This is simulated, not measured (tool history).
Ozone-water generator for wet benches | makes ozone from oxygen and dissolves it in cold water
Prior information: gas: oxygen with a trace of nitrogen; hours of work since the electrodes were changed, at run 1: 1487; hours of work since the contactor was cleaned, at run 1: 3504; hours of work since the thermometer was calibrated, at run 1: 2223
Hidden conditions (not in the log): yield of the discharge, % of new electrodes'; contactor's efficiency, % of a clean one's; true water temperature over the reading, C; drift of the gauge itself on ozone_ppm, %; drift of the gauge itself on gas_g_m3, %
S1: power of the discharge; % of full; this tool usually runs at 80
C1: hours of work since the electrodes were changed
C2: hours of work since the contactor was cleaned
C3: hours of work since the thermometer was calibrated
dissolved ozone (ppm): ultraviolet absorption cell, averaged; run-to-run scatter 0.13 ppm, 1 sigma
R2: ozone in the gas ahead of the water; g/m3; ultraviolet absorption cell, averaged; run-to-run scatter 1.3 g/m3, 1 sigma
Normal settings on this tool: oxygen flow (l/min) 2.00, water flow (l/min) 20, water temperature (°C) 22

{"run": 1, "hour": 0.0, "S1": 80, "oxygen flow (l/min)": 2.0, "water flow (l/min)": 20, "water temperature (°C)": 22, "C1": 1487, "C2": 3504, "C3": 2223, "dissolved ozone (ppm)": 14.7, "R2": 240.4}
{"run": 2, "hour": 99.5, "S1": 80, "oxygen flow (l/min)": 1.78, "water flow (l/min)": 20, "water temperature (°C)": 22, "C1": 1555, "C2": 3571, "C3": 2291, "dissolved ozone (ppm)": 14.0, "R2": 250.2}
{"run": 3, "hour": 192.8, "S1": 80, "oxygen flow (l/min)": 1.78, "water flow (l/min)": 20, "water temperature (°C)": 22, "C1": 1618, "C2": 3634, "C3": 2354, "dissolved ozone (ppm)": 13.9, "R2": 250.0}
{"run": 4, "hour": 287.7, "S1": 80, "oxygen flow (l/min)": 2.0, "water flow (l/min)": 20, "water temperature (°C)": 22, "C1": 1682, "C2": 3699, "C3": 2418, "dissolved ozone (ppm)": 15.0, "R2": 240.4}
{"run": 5, "hour": 381.1, "S1": 80, "oxygen flow (l/min)": 2.89, "water flow (l/min)": 20, "water temperature (°C)": 22, "C1": 1745, "C2": 3762, "C3": 2481, "dissolved ozone (ppm)": 16.8, "R2": 214.9}
{"run": 6, "hour": 429.6, "S1": 80, "oxygen flow (l/min)": 2.0, "water flow (l/min)": 20, "water temperature (°C)": 16, "C1": 1778, "C2": 3795, "C3": 2514, "dissolved ozone (ppm)": 15.6, "R2": 242.5}
{"run": 7, "hour": 541.4, "S1": 80, "oxygen flow (l/min)": 2.0, "water flow (l/min)": 20, "water temperature (°C)": 16, "C1": 1854, "C2": 3870, "C3": 2590, "dissolved ozone (ppm)": 15.6, "R2": 240.8}
{"run": 8, "hour": 635.7, "S1": 80, "oxygen flow (l/min)": 1.66, "water flow (l/min)": 20, "water temperature (°C)": 22, "C1": 1918, "C2": 3934, "C3": 2654, "dissolved ozone (ppm)": 13.5, "R2": 258.2}
{"run": 9, "hour": 692.6, "S1": 80, "oxygen flow (l/min)": 1.66, "water flow (l/min)": 20, "water temperature (°C)": 22, "C1": 1956, "C2": 3973, "C3": 2692, "dissolved ozone (ppm)": 13.7, "R2": 255.7}
{"run": 10, "hour": 770.5, "S1": 80, "oxygen flow (l/min)": 1.66, "water flow (l/min)": 20, "water temperature (°C)": 22, "C1": 2009, "C2": 4025, "C3": 2745, "dissolved ozone (ppm)": 13.4, "R2": 257.9}
{"run": 11, "hour": 829.9, "S1": 80, "oxygen flow (l/min)": 1.66, "water flow (l/min)": 20, "water temperature (°C)": 22, "C1": 2049, "C2": 4066, "C3": 2785, "dissolved ozone (ppm)": 13.3, "R2": 255.1}
{"run": 12, "hour": 943.8, "S1": 40, "oxygen flow (l/min)": 1.66, "water flow (l/min)": 20, "water temperature (°C)": 22, "C1": 2126, "C2": 4143, "C3": 2862, "dissolved ozone (ppm)": 7.4, "R2": 139.5}
{"run": 13, "hour": 1036.4, "S1": 40, "oxygen flow (l/min)": 1.66, "water flow (l/min)": 20, "water temperature (°C)": 22, "C1": 2189, "C2": 4205, "C3": 2925, "dissolved ozone (ppm)": 7.2, "R2": 138.4}
{"run": 14, "hour": 1154.6, "S1": 80, "oxygen flow (l/min)": 2.0, "water flow (l/min)": 20, "water temperature (°C)": 22, "C1": 2269, "C2": 4285, "C3": 3005, "dissolved ozone (ppm)": 14.8, "R2": 240.5}
{"run": 15, "hour": 1251.6, "S1": 80, "oxygen flow (l/min)": 2.0, "water flow (l/min)": 20, "water temperature (°C)": 22, "C1": 2334, "C2": 4351, "C3": 3070, "dissolved ozone (ppm)": 14.8, "R2": 241.3}
{"run": 16, "hour": 1325.1, "S1": 80, "oxygen flow (l/min)": 2.0, "water flow (l/min)": 20, "water temperature (°C)": 22, "C1": 2384, "C2": 4401, "C3": 3120, "dissolved ozone (ppm)": 14.6, "R2": 241.3}
{"run": 17, "hour": 1403.6, "S1": 80, "oxygen flow (l/min)": 2.0, "water flow (l/min)": 20, "water temperature (°C)": 22, "C1": 2437, "C2": 4454, "C3": 3173, "dissolved ozone (ppm)": 14.6, "R2": 243.3}
{"run": 18, "hour": 1466.6, "S1": 79, "oxygen flow (l/min)": 1.26, "water flow (l/min)": 19, "water temperature (°C)": 24, "C1": 2480, "C2": 4497, "C3": 3216, "dissolved ozone (ppm)": 12.2, "R2": 276.5}
{"run": 19, "hour": 1553.2, "S1": 46, "oxygen flow (l/min)": 1.26, "water flow (l/min)": 21, "water temperature (°C)": 16, "C1": 2539, "C2": 4555, "C3": 3275, "dissolved ozone (ppm)": 7.2, "R2": 170.7}
{"run": 20, "hour": 1636.7, "S1": 46, "oxygen flow (l/min)": 1.26, "water flow (l/min)": 21, "water temperature (°C)": 16, "C1": 2595, "C2": 4612, "C3": 3331, "dissolved ozone (ppm)": 7.1, "R2": 172.9}
{"run": 21, "hour": 1702.6, "S1": 89, "oxygen flow (l/min)": 2.0, "water flow (l/min)": 20, "water temperature (°C)": 18, "C1": 2640, "C2": 4656, "C3": 3376, "dissolved ozone (ppm)": 16.5, "R2": 264.0}
{"run": 22, "hour": 1778.9, "S1": 89, "oxygen flow (l/min)": 2.0, "water flow (l/min)": 20, "water temperature (°C)": 18, "C1": 2691, "C2": 4708, "C3": 3427, "dissolved ozone (ppm)": 16.7, "R2": 263.7}
{"run": 23, "hour": 1884.8, "S1": 89, "oxygen flow (l/min)": 2.0, "water flow (l/min)": 20, "water temperature (°C)": 18, "C1": 2763, "C2": 4780, "C3": 3499, "dissolved ozone (ppm)": 16.7, "R2": 264.5}
{"run": 24, "hour": 1953.1, "S1": 54, "oxygen flow (l/min)": 3.53, "water flow (l/min)": 20, "water temperature (°C)": 18, "C1": 2809, "C2": 4826, "C3": 3545, "dissolved ozone (ppm)": 13.3, "R2": 140.8}
{"run": 25, "hour": 2003.3, "S1": 54, "oxygen flow (l/min)": 3.53, "water flow (l/min)": 20, "water temperature (°C)": 18, "C1": 2843, "C2": 4860, "C3": 3579, "dissolved ozone (ppm)": 13.2, "R2": 142.0}

For run 26, what comes out?
{"run": 26, "hour": 2079.3, "S1": 80, "oxygen flow (l/min)": 2.18, "water flow (l/min)": 20, "water temperature (°C)": 25, "C1": 2895, "C2": 4911, "C3": 3631, "dissolved ozone (ppm)": "?", "R2": "?"}

{"run 26": {"dissolved ozone (ppm)": 14.8, "R2": 232.8}}
Had the tool carried no hidden state, the very same run would have given dissolved ozone (ppm) 14.8, R2 232.8 g/m3.

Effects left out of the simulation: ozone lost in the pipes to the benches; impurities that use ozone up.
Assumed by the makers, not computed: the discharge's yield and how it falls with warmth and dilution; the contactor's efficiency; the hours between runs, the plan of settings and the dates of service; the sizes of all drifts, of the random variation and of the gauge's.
